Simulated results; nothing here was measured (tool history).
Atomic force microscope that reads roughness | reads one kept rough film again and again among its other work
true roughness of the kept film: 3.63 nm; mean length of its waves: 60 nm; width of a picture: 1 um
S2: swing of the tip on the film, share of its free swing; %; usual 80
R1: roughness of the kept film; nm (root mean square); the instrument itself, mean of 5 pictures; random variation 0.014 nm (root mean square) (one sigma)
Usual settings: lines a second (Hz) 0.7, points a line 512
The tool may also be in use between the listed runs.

Run 1, hour 0: usual settings. Result: R1 3.359 nm (root mean square).
At hour 7.2: new tip fitted.
Run 2, hour 7.3: usual settings. Result: R1 3.365 nm (root mean square).
Run 3, hour 17.8: usual settings. Result: R1 3.37 nm (root mean square).
Run 4, hour 30.8: usual settings but lines a second (Hz) 0.739. Result: R1 3.337 nm (root mean square).
Run 5, hour 42.8: usual settings but lines a second (Hz) 0.739. Result: R1 3.348 nm (root mean square).
Run 6, hour 52.9: usual settings but lines a second (Hz) 0.739. Result: R1 3.359 nm (root mean square).
Run 7, hour 61.3: usual settings but lines a second (Hz) 0.739, S2 73 %. Result: R1 3.416 nm (root mean square).
At hour 67: new tip fitted.
Run 8, hour 72.7: usual settings. Result: R1 3.374 nm (root mean square).
Run 9, hour 82.9: usual settings. Result: R1 3.357 nm (root mean square).
Run 10, hour 93.1: usual settings. Result: R1 3.361 nm (root mean square).
Run 11, hour 100.5: usual settings. Result: R1 3.354 nm (root mean square).
Run 12, hour 107: usual settings. Result: R1 3.369 nm (root mean square).
Run 13, hour 117.4: usual settings. Result: R1 3.328 nm (root mean square).
Run 14, hour 125: usual settings. Result: R1 3.394 nm (root mean square).
At hour 126.1: new tip fitted.
Run 15, hour 136.3: usual settings. Result: R1 3.368 nm (root mean square).
Run 16, hour 146.5: usual settings. Result: R1 3.371 nm (root mean square).
Run 17, hour 156.5: usual settings. Result: R1 3.369 nm (root mean square).
Run 18, hour 169.4: usual settings but S2 71 %. Result: R1 3.435 nm (root mean square).
Run 19, hour 175.1: usual settings but S2 71 %. Result: R1 3.42 nm (root mean square).
At hour 185.3: new tip fitted.
Run 20, hour 186.4: usual settings but S2 71 %. Result: R1 3.449 nm (root mean square).
Run 21, hour 194.1: usual settings. Result: R1 3.356 nm (root mean square).
Run 22, hour 203.8: usual settings. Result: R1 3.387 nm (root mean square).
Run 23, hour 214.7: usual settings. Result: R1 3.369 nm (root mean square).
Run 24, hour 222.7: usual settings but lines a second (Hz) 0.514. Result: R1 3.42 nm (root mean square).
Run 25, hour 233.4: usual settings but lines a second (Hz) 0.514. Result: R1 3.408 nm (root mean square).
Run 26, hour 241.6: usual settings but lines a second (Hz) 0.514. Result: R1 3.408 nm (root mean square).
At hour 244.4: new tip fitted.
Run 27, hour 248.5: usual settings but S2 79 %. Result: R1 3.353 nm (root mean square).
Run 28, hour 259.4: usual settings but S2 88 %, points a line 414. Result: R1 3.267 nm (root mean square).
Run 29, hour 268.8: usual settings but S2 60 %, points a line 837. Result: R1 3.514 nm (root mean square).
Run 30, hour 275.1: usual settings but lines a second (Hz) 2.237, S2 66 %, points a line 300. Result: R1 3.249 nm (root mean square).
Run 31, hour 282.4: usual settings but lines a second (Hz) 2.237, S2 66 %, points a line 300. Result: R1 3.269 nm (root mean square).
Run 32, hour 294.7: usual settings but lines a second (Hz) 0.618, S2 55 %, points a line 905. Result: R1 3.503 nm (root mean square).
At hour 303.9: new tip fitted.
Run 33, hour 306.8: usual settings but lines a second (Hz) 3.147, S2 76 %, points a line 473. Result: R1 2.949 nm (root mean square).
Run 34, hour 314.3: usual settings but S2 88 %, points a line 277. Result: R1 3.292 nm (root mean square).
Run 35, hour 320.3: usual settings but lines a second (Hz) 2.202, S2 64 %, points a line 490. Result: R1 3.305 nm (root mean square).
Run 36, hour 333.2: usual settings but lines a second (Hz) 0.687, points a line 506. Result: R1 3.369 nm (root mean square).
Run 37, hour 343: usual settings but lines a second (Hz) 0.687, points a line 506. Result: R1 3.373 nm (root mean square).
Run 38, hour 351: usual settings but lines a second (Hz) 2.245, S2 55 %, points a line 843. Result: R1 3.414 nm (root mean square).
At hour 362.8: new tip fitted.
Run 39, hour 363.1: usual settings but lines a second (Hz) 0.835, S2 77 %, points a line 843. Result: R1 3.349 nm (root mean square).
Run 40, hour 376.2: usual settings but lines a second (Hz) 0.593, S2 82 %, points a line 261. Result: R1 3.378 nm (root mean square).
Run 41, hour 388.1: usual settings but lines a second (Hz) 1.737, S2 83 %, points a line 441. Result: R1 3.043 nm (root mean square).
Run 42, hour 396.2: usual settings but S2 73 %, points a line 297. Result: R1 3.391 nm (root mean square).
Run 43, hour 403: usual settings but lines a second (Hz) 0.643, S2 83 %, points a line 438. Result: R1 3.359 nm (root mean square).
Run 44, hour 409.9: usual settings but lines a second (Hz) 0.643, S2 83 %, points a line 438. Result: R1 3.32 nm (root mean square).
Run 45, hour 418.3: usual settings but lines a second (Hz) 0.577, S2 60 %, points a line 267. Result: R1 3.474 nm (root mean square).
At hour 421.9: new tip fitted.
Run 46, hour 430.9: usual settings but lines a second (Hz) 1.215, S2 60 %, points a line 439. Result: R1 3.45 nm (root mean square).
Run 47, hour 436.2: usual settings but lines a second (Hz) 1.215, S2 60 %, points a line 439. Result: R1 3.418 nm (root mean square).
Run 48, hour 447: usual settings but lines a second (Hz) 1.215, S2 60 %, points a line 439. Result: R1 3.436 nm (root mean square).
Run 49, hour 458.3: usual settings but lines a second (Hz) 1.215, S2 60 %, points a line 439. Result: R1 3.434 nm (root mean square).
Run 50, hour 467.9: usual settings but lines a second (Hz) 1.215, S2 74 %, points a line 827. Result: R1 3.321 nm (root mean square).
Run 51, hour 476.7: usual settings but S2 73 %, points a line 940. Result: R1 3.401 nm (root mean square).
At hour 480.7: new tip fitted.
Run 52, hour 489: usual settings but lines a second (Hz) 1.964, S2 57 %. Result: R1 3.408 nm (root mean square).
Run 53, hour 497.6: usual settings but lines a second (Hz) 1.964, S2 57 %. Result: R1 3.437 nm (root mean square).

Forecast run 54:
Run 54, hour 507.4: usual settings but lines a second (Hz) 1.964, S2 57 %. Result: R1 ?.

{"run 54": {"R1": 3.409}}
Without the tool's hidden state the same run would have given R1 3.415 nm (root mean square).

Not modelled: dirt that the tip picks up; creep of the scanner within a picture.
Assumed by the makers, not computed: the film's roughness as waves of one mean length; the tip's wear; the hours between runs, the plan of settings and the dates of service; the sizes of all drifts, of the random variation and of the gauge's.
